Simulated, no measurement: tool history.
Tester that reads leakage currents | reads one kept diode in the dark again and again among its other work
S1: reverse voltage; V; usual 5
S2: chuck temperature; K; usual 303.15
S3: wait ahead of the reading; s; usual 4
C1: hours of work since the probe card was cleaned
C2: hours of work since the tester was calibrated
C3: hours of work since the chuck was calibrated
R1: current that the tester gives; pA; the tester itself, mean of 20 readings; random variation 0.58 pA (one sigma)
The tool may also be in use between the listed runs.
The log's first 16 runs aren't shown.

run    hour     S1      S2    S3    C1    C2    C3       R1
 17   609.1   5.21  295.15     4  2424   616  1470    84.76
 18   643.5      5  303.15     4  2447   639  1493   167.61
      650.3  -- chuck's temperature calibrated
 19   675.4      5  303.15     4  2467   659    17   194.95
 20   727.4  10.22  322.15  4.24  2502   694    51  1448.73
 21   761.4   2.51  316.15  2.84  2525   716    74   399.99
 22   813.3   2.51  316.15  2.84  2559   751   109   401.21
 23   857.7   8.47  300.15  0.31  2589   781   138   205.87
 24   892.8  18.31  327.15  1.89  2612   804   162   2951.9
 25   941.4   2.58  302.15  0.79  2645   836   194   121.22
 26   967.2   2.58  302.15  0.79  2662   853   211    120.7
 27  1019.6   9.52  315.15  7.01  2697   888   246   774.09
 28  1073.2      5  297.15  4.08  2732   924   282   112.69
 29  1128.4   4.05  319.15  0.53  2769   961   319   658.89
 30  1181.4  11.87  303.15  0.38  2804   996   354   316.48
 31    1226  10.16  332.15  0.57  2834  1026   384   3037.1
 32  1271.3      5  303.15  7.65  2864  1056   414   188.69
 33  1294.9      5  303.15  7.65  2880  1072   429   188.28
 34  1339.9   1.47  303.15  0.49  2910  1102   460    93.45
 35  1394.8   1.47  303.15  0.49  2947  1138   496    92.86
 36  1419.3   3.82  323.15  2.37  2963  1155   512   862.47
 37  1459.9   3.82  323.15  2.37  2990  1182   539   857.06
 38  1493.4   3.82  323.15  2.37  3012  1204   562   856.48

Forecast each of these 3 alternatives for the next run:
  A  1546.9   3.28  308.15  8.74  3048  1240  597   ?
  B  1546.9  13.63  322.15  2.37  3048  1240  597   ?
  C  1546.9   8.09  323.15  2.37  3048  1240  597   ?

run       R1
  A   225.96
  B  1617.99
  C  1303.09
Without the tool's hidden state the same runs would have given:
run       R1
  A   237.11
  B   1704.8
  C  1377.25

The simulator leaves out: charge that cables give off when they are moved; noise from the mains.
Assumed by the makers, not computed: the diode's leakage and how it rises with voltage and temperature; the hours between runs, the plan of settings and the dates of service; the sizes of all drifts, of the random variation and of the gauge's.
